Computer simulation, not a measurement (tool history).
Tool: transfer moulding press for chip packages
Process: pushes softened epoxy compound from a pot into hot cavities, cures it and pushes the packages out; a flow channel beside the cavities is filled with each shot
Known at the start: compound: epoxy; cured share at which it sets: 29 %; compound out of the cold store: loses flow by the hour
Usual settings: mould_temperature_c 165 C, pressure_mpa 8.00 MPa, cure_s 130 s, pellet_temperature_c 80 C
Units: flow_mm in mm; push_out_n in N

| run | hour | mould_temperature_c | pressure_mpa | cure_s | pellet_temperature_c | incoming compound's hours out of the cold store | flow_mm | push_out_n |
|---|---|---|---|---|---|---|---|---|
| 1 | 0.0 | 165 | 8.00 | 130 | 80 | 29.1 | 786 | 267 |
| 2 | 43.3 | 165 | 8.00 | 130 | 80 | 13.4 | 823 | 363 |
| 3 | 111.6 | 165 | 8.00 | 130 | 80 | 18.1 | 813 | 261 |
| 4 | 146.0 | 165 | 8.00 | 130 | 80 | 25.1 | 782 | 348 |
| 5 | 187.2 | 165 | 8.00 | 127 | 80 | 35.9 | 746 | 323 |
| 6 | 224.9 | 165 | 8.00 | 127 | 80 | 20.5 | 789 | 389 |
| 7 | 283.0 | 165 | 8.00 | 127 | 80 | 46.0 | 707 | 390 |
| 8 | 349.2 | 165 | 8.00 | 130 | 80 | 30.4 | 743 | 270 |
| 9 | 389.2 | 165 | 8.00 | 137 | 80 | 19.5 | 771 | 350 |
| 10 | 468.2 | 165 | 8.00 | 137 | 80 | 14.5 | 783 | 263 |
| 11 | 549.6 | 165 | 8.00 | 137 | 80 | 25.3 | 740 | 311 |
| 12 | 627.0 | 165 | 8.00 | 137 | 80 | 31.1 | 789 | 331 |
| 13 | 693.6 | 164 | 8.00 | 137 | 80 | 27.6 | 793 | 365 |
| 14 | 766.0 | 165 | 8.00 | 130 | 80 | 44.6 | 730 | 376 |
| 15 | 803.6 | 165 | 8.00 | 145 | 72 | 28.5 | 781 | 297 |
| 16 | 879.9 | 165 | 7.55 | 131 | 72 | 23.1 | 769 | 378 |
| 17 | 957.0 | 167 | 9.13 | 129 | 73 | 46.7 | 751 | 248 |
| 18 | 1025.3 | 160 | 8.00 | 130 | 71 | 19.1 | 808 | 454 |
| 19 | 1088.2 | 165 | 8.00 | 114 | 80 | 10.1 | 803 | 379 |
| 20 | 1148.9 | 165 | 8.00 | 114 | 80 | 18.4 | 771 | 368 |
| 21 | 1224.5 | 165 | 8.00 | 114 | 80 | 24.5 | 742 | 436 |
| 22 | 1293.5 | 166 | 8.37 | 124 | 77 | 20.0 | 848 | 389 |
| 23 | 1368.4 | 170 | 8.00 | 130 | 72 | 11.7 | 834 | 329 |
| 24 | 1419.5 | 170 | 7.42 | 130 | 84 | 26.8 | 744 | 315 |
| 25 | 1454.6 | 165 | 8.01 | 130 | 89 | 16.7 | 826 | 350 |
| 26 | 1506.8 | 162 | 6.56 | 155 | 70 | 8.0 | 779 | 299 |
| 27 | 1544.7 | 162 | 6.56 | 155 | 70 | 21.8 | 731 | 377 |

Not shown: 28 entries that the log had between the listed runs. Between which runs, and how does the tool's hidden state differ before and after?
Between runs 2 and 3: cavities cleaned with cleaning compound and waxed (hour 55.0); cavities cleaned with cleaning compound and waxed (hour 111.6)
  true mould temperature over the reading, C: 0.22 -> 0.18; pressure that reaches the compound, % of what is set: 94.51 -> 92.74; grip of the stained cavities, % over clean ones': 44.9 -> 2.8
  measured less the result without the state, flow_mm: -24 -> -32 mm; push_out_n: +110 -> +5 N
Between runs 4 and 5: cavities cleaned with cleaning compound and waxed (hour 171.1)
  true mould temperature over the reading, C: 0.15 -> 0.13; pressure that reaches the compound, % of what is set: 91.87 -> 90.79; grip of the stained cavities, % over clean ones': 36 -> 20.6
  measured less the result without the state, flow_mm: -34 -> -37 mm; push_out_n: +90 -> +52 N
Between runs 6 and 7: cavities cleaned with cleaning compound and waxed (hour 229.9)
  true mould temperature over the reading, C: 0.1 -> 0.06; pressure that reaches the compound, % of what is set: 89.8 -> 88.28; grip of the stained cavities, % over clean ones': 48.7 -> 49.3
  measured less the result without the state, flow_mm: -44 -> -46 mm; push_out_n: +125 -> +128 N
Between runs 7 and 8: cavities cleaned with cleaning compound and waxed (hour 291.0); cavities cleaned with cleaning compound and waxed (hour 349.2)
  true mould temperature over the reading, C: 0.06 -> 0.02; pressure that reaches the compound, % of what is set: 88.28 -> 86.54; grip of the stained cavities, % over clean ones': 49.3 -> 1.4
  measured less the result without the state, flow_mm: -46 -> -55 mm; push_out_n: +128 -> +3 N
Between runs 9 and 10: cavities cleaned with cleaning compound and waxed (hour 405.8); cavities cleaned with cleaning compound and waxed (hour 464.0)
  true mould temperature over the reading, C: -0.01 -> -0.06; pressure that reaches the compound, % of what is set: 85.45 -> 83.36; grip of the stained cavities, % over clean ones': 38.9 -> 6.9
  measured less the result without the state, flow_mm: -63 -> -74 mm; push_out_n: +97 -> +18 N
Between runs 10 and 11: cavities cleaned with cleaning compound and waxed (hour 527.0)
  true mould temperature over the reading, C: -0.06 -> -0.12; pressure that reaches the compound, % of what is set: 83.36 -> 81.11; grip of the stained cavities, % over clean ones': 6.9 -> 25.2
  measured less the result without the state, flow_mm: -74 -> -81 mm; push_out_n: +18 -> +65 N
Between runs 11 and 12: plunger's sealing rings changed (hour 568.9); cavities cleaned with cleaning compound and waxed (hour 589.6)
  true mould temperature over the reading, C: -0.12 -> -0.18; pressure that reaches the compound, % of what is set: 81.11 -> 98.37; grip of the stained cavities, % over clean ones': 25.2 -> 36.3
  measured less the result without the state, flow_mm: -81 -> -5 mm; push_out_n: +65 -> +90 N
Between runs 12 and 13: cavities cleaned with cleaning compound and waxed (hour 651.0)
  true mould temperature over the reading, C: -0.18 -> -0.23; pressure that reaches the compound, % of what is set: 98.37 -> 96.67; grip of the stained cavities, % over clean ones': 36.3 -> 41.7
  measured less the result without the state, flow_mm: -5 -> -12 mm; push_out_n: +90 -> +110 N
Between runs 13 and 14: cavities cleaned with cleaning compound and waxed (hour 711.6)
  true mould temperature over the reading, C: -0.23 -> -0.28; pressure that reaches the compound, % of what is set: 96.67 -> 94.69; grip of the stained cavities, % over clean ones': 41.7 -> 46.9
  measured less the result without the state, flow_mm: -12 -> -19 mm; push_out_n: +110 -> +122 N
Between runs 14 and 15: cavities cleaned with cleaning compound and waxed (hour 775.0)
  true mould temperature over the reading, C: -0.28 -> -0.3; pressure that reaches the compound, % of what is set: 94.69 -> 93.72; grip of the stained cavities, % over clean ones': 46.9 -> 31
  measured less the result without the state, flow_mm: -19 -> -25 mm; push_out_n: +122 -> +73 N
Between runs 15 and 16: cavities cleaned with cleaning compound and waxed (hour 832.8)
  true mould temperature over the reading, C: -0.3 -> -0.36; pressure that reaches the compound, % of what is set: 93.72 -> 91.68; grip of the stained cavities, % over clean ones': 31 -> 43.2
  measured less the result without the state, flow_mm: -25 -> -32 mm; push_out_n: +73 -> +119 N
Between runs 16 and 17: cavities cleaned with cleaning compound and waxed (hour 891.9); cavities cleaned with cleaning compound and waxed (hour 953.0)
  true mould temperature over the reading, C: -0.36 -> -0.41; pressure that reaches the compound, % of what is set: 91.68 -> 89.78; grip of the stained cavities, % over clean ones': 43.2 -> 6.7
  measured less the result without the state, flow_mm: -32 -> -40 mm; push_out_n: +119 -> +19 N
Between runs 17 and 18: cavities cleaned with cleaning compound and waxed (hour 1016.1)
  true mould temperature over the reading, C: -0.41 -> -0.46; pressure that reaches the compound, % of what is set: 89.78 -> 87.94; grip of the stained cavities, % over clean ones': 6.7 -> 12.5
  measured less the result without the state, flow_mm: -40 -> -51 mm; push_out_n: +19 -> +66 N
Between runs 18 and 19: cavities cleaned with cleaning compound and waxed (hour 1078.2)
  true mould temperature over the reading, C: -0.46 -> -0.5; pressure that reaches the compound, % of what is set: 87.94 -> 86.35; grip of the stained cavities, % over clean ones': 12.5 -> 14.5
  measured less the result without the state, flow_mm: -51 -> -59 mm; push_out_n: +66 -> +62 N
Between runs 19 and 20: cavities cleaned with cleaning compound and waxed (hour 1138.1)
  true mould temperature over the reading, C: -0.5 -> -0.54; pressure that reaches the compound, % of what is set: 86.35 -> 84.87; grip of the stained cavities, % over clean ones': 14.5 -> 11.9
  measured less the result without the state, flow_mm: -59 -> -64 mm; push_out_n: +62 -> +54 N
Between runs 20 and 21: cavities cleaned with cleaning compound and waxed (hour 1195.5)
  true mould temperature over the reading, C: -0.54 -> -0.6; pressure that reaches the compound, % of what is set: 84.87 -> 82.81; grip of the stained cavities, % over clean ones': 11.9 -> 32.7
  measured less the result without the state, flow_mm: -64 -> -71 mm; push_out_n: +54 -> +123 N
Between runs 21 and 22: cavities cleaned with cleaning compound and waxed (hour 1254.1); plunger's sealing rings changed (hour 1287.8)
  true mould temperature over the reading, C: -0.6 -> -0.64; pressure that reaches the compound, % of what is set: 82.81 -> 99.38; grip of the stained cavities, % over clean ones': 32.7 -> 38.7
  measured less the result without the state, flow_mm: -71 -> +0 mm; push_out_n: +123 -> +119 N
Between runs 22 and 23: cavities cleaned with cleaning compound and waxed (hour 1315.8)
  true mould temperature over the reading, C: -0.64 -> -0.69; pressure that reaches the compound, % of what is set: 99.38 -> 97.29; grip of the stained cavities, % over clean ones': 38.7 -> 48.5
  measured less the result without the state, flow_mm: +0 -> -8 mm; push_out_n: +119 -> +111 N
Between runs 23 and 24: cavities cleaned with cleaning compound and waxed (hour 1375.8)
  true mould temperature over the reading, C: -0.69 -> -0.73; pressure that reaches the compound, % of what is set: 97.29 -> 95.91; grip of the stained cavities, % over clean ones': 48.5 -> 40
  measured less the result without the state, flow_mm: -8 -> -13 mm; push_out_n: +111 -> +91 N
Between runs 24 and 25: cavities cleaned with cleaning compound and waxed (hour 1432.8)
  true mould temperature over the reading, C: -0.73 -> -0.76; pressure that reaches the compound, % of what is set: 95.91 -> 95.01; grip of the stained cavities, % over clean ones': 40 -> 25.8
  measured less the result without the state, flow_mm: -13 -> -18 mm; push_out_n: +91 -> +82 N
Between runs 25 and 26: cavities cleaned with cleaning compound and waxed (hour 1493.8); mould's thermocouples calibrated (hour 1502.3)
  true mould temperature over the reading, C: -0.76 -> 0.18; pressure that reaches the compound, % of what is set: 95.01 -> 93.8; grip of the stained cavities, % over clean ones': 25.8 -> 16.7
  measured less the result without the state, flow_mm: -18 -> -26 mm; push_out_n: +82 -> +40 N

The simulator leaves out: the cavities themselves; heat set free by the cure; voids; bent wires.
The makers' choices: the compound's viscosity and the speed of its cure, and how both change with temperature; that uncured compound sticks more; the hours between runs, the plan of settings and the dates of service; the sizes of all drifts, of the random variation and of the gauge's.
